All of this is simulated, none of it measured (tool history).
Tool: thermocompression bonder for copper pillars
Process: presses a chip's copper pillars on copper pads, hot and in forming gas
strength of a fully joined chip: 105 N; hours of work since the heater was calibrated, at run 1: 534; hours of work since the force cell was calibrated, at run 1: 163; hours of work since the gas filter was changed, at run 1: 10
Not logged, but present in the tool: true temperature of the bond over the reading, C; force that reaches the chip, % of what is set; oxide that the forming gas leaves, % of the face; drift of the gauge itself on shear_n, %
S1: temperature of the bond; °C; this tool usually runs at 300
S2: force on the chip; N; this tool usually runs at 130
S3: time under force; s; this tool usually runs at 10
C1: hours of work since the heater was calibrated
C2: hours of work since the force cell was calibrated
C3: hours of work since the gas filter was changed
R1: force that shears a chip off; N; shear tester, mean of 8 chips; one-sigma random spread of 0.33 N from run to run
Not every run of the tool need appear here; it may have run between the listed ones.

run,hour,S1,S2,S3,C1,C2,C3,R1
1,0,300,130,10,534,163,10,44
2,14.4,300,130,10,541,170,17,44.7
3,33.3,300,130,10,550,178,26,44.5
4,42.7,300,130,10,554,183,30,44.1
5,50.9,300,130,5,558,187,34,33.5
6,63.6,300,130,8,564,192,40,40.5
7,73.6,300,130,8,569,197,45,40.5
8,87.8,300,130,5,575,204,51,33.1
9,107,300,130,5,584,213,60,33.9
10,120.4,279,130,10,590,219,66,36.9
11,138.7,300,135,10,599,227,75,45.7
12,147.6,300,135,10,603,232,79,45.9
13,162.3,300,135,10,610,238,86,45.7
14,173.3,300,135,10,615,243,91,46
15,185.9,300,135,10,621,249,97,46.1
16,196.7,281,130,10,626,254,102,36.8
17,213.9,300,130,17,634,262,110,53.3
18,230.1,300,130,17,641,270,117,53.6
19,248.3,300,130,17,650,278,126,53.3

For run 20, what comes out?
20,256.4,323,149,16,654,282,130,?

Logged for run 20: R1 68.1 N.
Had the tool carried no hidden state, the very same run would have given R1 68.1 N.
